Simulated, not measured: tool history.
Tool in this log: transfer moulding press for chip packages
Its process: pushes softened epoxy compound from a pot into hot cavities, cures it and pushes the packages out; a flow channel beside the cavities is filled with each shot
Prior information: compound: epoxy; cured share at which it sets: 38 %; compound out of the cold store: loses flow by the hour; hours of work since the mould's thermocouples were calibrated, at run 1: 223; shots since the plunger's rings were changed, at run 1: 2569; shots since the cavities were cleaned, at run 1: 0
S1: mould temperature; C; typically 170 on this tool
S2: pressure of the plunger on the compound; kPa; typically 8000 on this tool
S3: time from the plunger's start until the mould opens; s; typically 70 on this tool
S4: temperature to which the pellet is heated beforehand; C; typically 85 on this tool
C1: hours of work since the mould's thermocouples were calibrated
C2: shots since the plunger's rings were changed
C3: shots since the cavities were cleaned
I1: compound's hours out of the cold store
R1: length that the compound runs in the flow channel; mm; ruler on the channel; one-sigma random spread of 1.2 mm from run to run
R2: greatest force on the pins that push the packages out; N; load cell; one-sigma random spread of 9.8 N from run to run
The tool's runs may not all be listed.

run   hour   S1    S2  S3  S4   C1    C2   C3    I1   R1    R2
  1      0  170  8000  70  85  223  2569    0   9.4  545   477
  2     12  170  8000  84  85  228  2685  116  16.1  533   449
  3   18.3  170  9180  70  85  231  2745  176  14.5  573   707
  4   27.5  170  8000  56  85  235  2834  265  14.4  533  1386
      36.4  -- plunger's sealing rings changed
  5   41.1  170  8280  56  85  240    45  372  13.2  568  1562
  6   51.9  170  8000  70  94  245   149  476  46.2  498   803
      54.3  -- cavities cleaned with cleaning compound and waxed
  7   66.1  170  8910  70  94  251   271  114   9.6  595   582
  8   73.5  170  8910  70  94  255   343  186  16.4  579   655
  9   83.9  170  8910  70  94  259   443  286    26  560   716
 10   93.5  170  8910  70  94  264   536  379  31.5  550   765
 11  102.2  164  8000  70  85  268   619  462  42.6  515  1215
     105.5  -- cavities cleaned with cleaning compound and waxed
 12  114.9  170  8000  70  85  273   727   90  18.2  547   600
 13    125  170  8000  70  85  277   825  188  34.6  513   651
 14  136.5  170  8000  70  85  283   936  299  15.9  545   798
 15  144.5  170  8000  70  85  286  1012  375  26.3  527   823
 16  149.7  176  8000  70  85  289  1063  426    33  504   659
       157  -- cavities cleaned with cleaning compound and waxed
 17  159.3  176  8000  70  85  292  1141   23  17.1  535   392
 18  166.8  176  8000  70  85  296  1213   95  32.4  507   439
 19  177.5  172  8000  70  92  301  1316  198   9.8  549   656
 20  186.5  170  7690  80  85  305  1403  285  31.8  506   602
 21  194.8  170  7690  80  85  309  1483  365  23.2  521   634
 22  201.4  176  7690  83  75  312  1547  429  33.6  493   614
       208  -- cavities cleaned with cleaning compound and waxed
 23  211.1  176  7690  83  75  315  1626   30  11.1  530   359
 24  221.9  176  7690  83  75  320  1730  134  34.3  490   454
 25  229.1  170  6510  70  81  324  1800  204  29.3  465   673
 26  241.2  175  9590  70  85  329  1917  321  30.8  552   660
 27  248.6  177  8000  72  85  333  1987  391    35  494   604
     259.2  -- cavities cleaned with cleaning compound and waxed
 28  259.2  177  7440  86  85  337  2075    0  13.3  511   317

Entry by entry between the runs, the difference in hidden state between the last listed run before and the first listed run after:
From run 4 to run 5: plunger's sealing rings changed (hour 36.4)
  true mould temperature over the reading, C: 0.04 -> 0.03; pressure that reaches the compound, % of what is set: 90.72 -> 99.51; grip of the stained cavities, % over clean ones': 65.4 -> 81.1
  measured minus no-state result, R1: -26 -> -1 mm; R2: +546 -> +700 N
From run 6 to run 7: cavities cleaned with cleaning compound and waxed (hour 54.3)
  pressure that reaches the compound, % of what is set: 99.19 -> 98.83; grip of the stained cavities, % over clean ones': 92.9 -> 33.1
  measured minus no-state result, R1: -3 -> -4 mm; R2: +387 -> +145 N
From run 11 to run 12: cavities cleaned with cleaning compound and waxed (hour 105.5)
  pressure that reaches the compound, % of what is set: 97.75 -> 97.41; grip of the stained cavities, % over clean ones': 93.2 -> 29.2
  measured minus no-state result, R1: -6 -> -7 mm; R2: +587 -> +135 N
From run 16 to run 17: cavities cleaned with cleaning compound and waxed (hour 157)
  pressure that reaches the compound, % of what is set: 96.29 -> 96.04; grip of the stained cavities, % over clean ones': 88.9 -> 9.9
  measured minus no-state result, R1: -10 -> -11 mm; R2: +311 -> +36 N
From run 22 to run 23: cavities cleaned with cleaning compound and waxed (hour 208)
  true mould temperature over the reading, C: -0.02 -> -0.03; pressure that reaches the compound, % of what is set: 94.78 -> 94.54; grip of the stained cavities, % over clean ones': 89.9 -> 12.5
  measured minus no-state result, R1: -13 -> -15 mm; R2: +291 -> +40 N
From run 27 to run 28: cavities cleaned with cleaning compound and waxed (hour 259.2)
  pressure that reaches the compound, % of what is set: 93.36 -> 93.08; grip of the stained cavities, % over clean ones': 85 -> 1.6
  measured minus no-state result, R1: -17 -> -18 mm; R2: +282 -> +5 N
